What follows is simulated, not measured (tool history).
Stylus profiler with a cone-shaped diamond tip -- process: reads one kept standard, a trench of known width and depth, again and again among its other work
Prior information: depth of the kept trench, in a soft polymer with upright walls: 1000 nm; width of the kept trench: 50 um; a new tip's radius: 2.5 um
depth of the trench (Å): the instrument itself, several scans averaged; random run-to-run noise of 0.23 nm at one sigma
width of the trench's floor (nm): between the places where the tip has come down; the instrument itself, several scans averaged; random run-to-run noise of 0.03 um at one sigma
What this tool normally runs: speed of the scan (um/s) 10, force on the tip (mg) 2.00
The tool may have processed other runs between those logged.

run,hour,speed of the scan (um/s),force on the tip (mg),depth of the trench (Å),width of the trench's floor (nm)
1,0.0,10,2.00,10097.8,45770
2,19.1,10,2.00,10094.3,45730
3,52.5,10,2.00,10097.7,45800
4,84.3,10,2.00,10096.7,45720
5,118.5,23,2.00,10092.7,45680
6,136.0,23,2.00,10096.0,45630
7,154.7,23,2.00,10090.8,45630
8,176.8,4,2.00,10090.8,45670
9,200.5,4,2.00,10089.3,45670
10,233.6,4,2.00,10086.9,45660
11,273.6,4,2.00,10087.7,45690
12,298.8,4,2.00,10087.6,45630
13,330.8,4,2.00,10081.9,45600
14,361.0,10,4.21,10156.3,45620
15,388.0,10,4.21,10159.4,45560
16,420.7,10,2.00,10083.5,45550
17,456.8,10,2.21,10083.4,45510
18,475.0,10,2.21,10065.2,45580
19,502.1,3,3.19,10094.0,45530
20,525.8,3,3.19,10092.2,45570
21,545.2,3,3.19,10093.1,45560
22,570.7,21,4.20,10126.0,45460
23,609.6,20,3.92,10179.7,45410
24,638.4,20,3.92,10181.1,45440
25,656.1,5,4.45,10202.4,45390
26,682.0,15,1.25,10081.1,45430
27,708.8,2,1.16,10075.4,45480
28,728.8,2,1.16,10075.8,45490
29,748.9,2,1.16,10076.3,45430
30,774.5,7,1.16,10073.9,45470
31,797.0,13,1.88,10101.2,45460
32,833.5,3,1.17,10074.8,45430
33,861.3,3,1.17,10069.7,45400
34,879.3,14,1.01,10064.0,45340
35,917.5,14,1.01,10058.6,45350

The log once held 2 entries between its listed runs, left out of this copy. Where does each go, and what is different about the tool's unlogged condition between the listed run before it and the listed run after it?
In the gap between runs 17 and 18: height scale calibrated on a step standard (hour 460.3)
  height scale over the true one, %: -0.385 -> -0.639
  what was measured, less what the result would be without the hidden state, depth of the trench (Å): -39.0 -> -64.8; width of the trench's floor (nm): -410 -> -420
In the gap between runs 22 and 23: height scale calibrated on a step standard, once more (hour 586.1)
  radius of the tip, um: 2.99 -> 3.01; height scale over the true one, %: -0.677 -> -0.021
  what was measured, less what the result would be without the hidden state, depth of the trench (Å): -69.0 -> -2.1; width of the trench's floor (nm): -460 -> -480
